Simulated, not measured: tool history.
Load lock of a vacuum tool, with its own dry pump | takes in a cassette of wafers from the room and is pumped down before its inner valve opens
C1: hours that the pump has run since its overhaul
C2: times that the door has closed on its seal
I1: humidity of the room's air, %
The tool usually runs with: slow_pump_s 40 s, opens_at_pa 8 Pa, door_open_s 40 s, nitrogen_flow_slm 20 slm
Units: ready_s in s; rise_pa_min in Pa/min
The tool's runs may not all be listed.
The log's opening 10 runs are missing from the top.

Run 11, hour 2390.6: usual settings but opens_at_pa 10 Pa; C1 2634; C2 12964; I1 46.0. Result: ready_s 65.4 s, rise_pa_min 0.056 Pa/min.
Run 12, hour 2655.2: usual settings; C1 2898; C2 14077; I1 44.8. Result: ready_s 67.0 s, rise_pa_min 0.062 Pa/min.
Run 13, hour 2974.8: usual settings; C1 3218; C2 15420; I1 45.9. Result: ready_s 67.4 s, rise_pa_min 0.066 Pa/min.
Run 14, hour 3220.4: usual settings; C1 3464; C2 16453; I1 44.3. Result: ready_s 67.1 s, rise_pa_min 0.068 Pa/min.
Run 15, hour 3377.5: usual settings but slow_pump_s 53 s; C1 3621; C2 17114; I1 42.6. Result: ready_s 78.5 s, rise_pa_min 0.068 Pa/min.
Run 16, hour 3639.4: usual settings; C1 3883; C2 18215; I1 45.1. Result: ready_s 67.6 s, rise_pa_min 0.073 Pa/min.
Run 17, hour 3824.7: usual settings but slow_pump_s 61 s, door_open_s 66 s; C1 4068; C2 18994; I1 45.5. Result: ready_s 85.5 s, rise_pa_min 0.093 Pa/min.
Run 18, hour 4152.7: usual settings but nitrogen_flow_slm 12 slm; C1 4396; C2 20374; I1 43.0. Result: ready_s 67.4 s, rise_pa_min 0.087 Pa/min.
Run 19, hour 4330.4: usual settings but door_open_s 42 s, nitrogen_flow_slm 12 slm; C1 4574; C2 21121; I1 45.6. Result: ready_s 68.1 s, rise_pa_min 0.090 Pa/min.
Run 20, hour 4487.1: usual settings but door_open_s 119 s, nitrogen_flow_slm 28 slm; C1 4730; C2 21780; I1 48.6. Result: ready_s 68.4 s, rise_pa_min 0.112 Pa/min.
Run 21, hour 4798.9: usual settings but door_open_s 119 s, nitrogen_flow_slm 28 slm; C1 5042; C2 23091; I1 45.6. Result: ready_s 68.6 s, rise_pa_min 0.123 Pa/min.
Run 22, hour 5029.6: usual settings but slow_pump_s 37 s, opens_at_pa 12 Pa, door_open_s 89 s, nitrogen_flow_slm 8 slm; C1 5273; C2 24061; I1 43.9. Result: ready_s 64.0 s, rise_pa_min 0.129 Pa/min.
Run 23, hour 5330.2: usual settings but slow_pump_s 77 s, opens_at_pa 13 Pa, door_open_s 35 s, nitrogen_flow_slm 10 slm; C1 5573; C2 25325; I1 43.9. Result: ready_s 97.4 s, rise_pa_min 0.106 Pa/min.
Run 24, hour 5497.1: usual settings but slow_pump_s 28 s; C1 5740; C2 26027; I1 43.9. Result: ready_s 57.6 s, rise_pa_min 0.108 Pa/min.
Run 25, hour 5644.1: usual settings but slow_pump_s 28 s, opens_at_pa 9 Pa; C1 5887; C2 26645; I1 45.4. Result: ready_s 57.5 s, rise_pa_min 0.112 Pa/min.
Run 26, hour 5930.2: usual settings but slow_pump_s 39 s, door_open_s 208 s, nitrogen_flow_slm 22 slm; C1 6173; C2 27848; I1 46.1. Result: ready_s 67.2 s, rise_pa_min 0.180 Pa/min.
Run 27, hour 6108.0: usual settings but slow_pump_s 27 s; C1 6351; C2 28596; I1 44.3. Result: ready_s 57.9 s, rise_pa_min 0.124 Pa/min.
Run 28, hour 6330.6: usual settings but slow_pump_s 26 s, opens_at_pa 9 Pa, door_open_s 79 s, nitrogen_flow_slm 44 slm; C1 6574; C2 29532; I1 44.7. Result: ready_s 56.4 s, rise_pa_min 0.138 Pa/min.
Run 29, hour 6545.6: usual settings but slow_pump_s 26 s, opens_at_pa 9 Pa, door_open_s 115 s, nitrogen_flow_slm 9 slm; C1 6789; C2 30436; I1 44.3. Result: ready_s 56.2 s, rise_pa_min 0.177 Pa/min.
Run 30, hour 6696.8: usual settings but slow_pump_s 32 s; C1 6940; C2 31071; I1 43.2. Result: ready_s 61.1 s, rise_pa_min 0.144 Pa/min.

Forecast each of these 4 alternatives for the next run:
Run A, hour 6897.7: usual settings but slow_pump_s 78 s, door_open_s 137 s; C1 7141; C2 31916; I1 45.7. Result: ready_s ?, rise_pa_min ?.
Run B, hour 6897.7: usual settings but slow_pump_s 32 s, opens_at_pa 10 Pa, door_open_s 191 s, nitrogen_flow_slm 19 slm; C1 7141; C2 31916; I1 46.9. Result: ready_s ?, rise_pa_min ?.
Run C, hour 6897.7: usual settings but slow_pump_s 32 s, opens_at_pa 10 Pa; C1 7141; C2 31916; I1 46.5. Result: ready_s ?, rise_pa_min ?.
Run D, hour 6897.7: usual settings but opens_at_pa 12 Pa, door_open_s 42 s, nitrogen_flow_slm 26 slm; C1 7141; C2 31916; I1 44.5. Result: ready_s ?, rise_pa_min ?.

run  ready_s  rise_pa_min
  A     99.3        0.184
  B     61.2        0.199
  C     61.3        0.152
  D     67.0        0.144
The same runs, with their run-to-run variation unchanged, on a tool lacking any hidden condition would have given:
run  ready_s  rise_pa_min
  A     97.5        0.062
  B     58.7        0.080
  C     58.9        0.030
  D     64.8        0.025
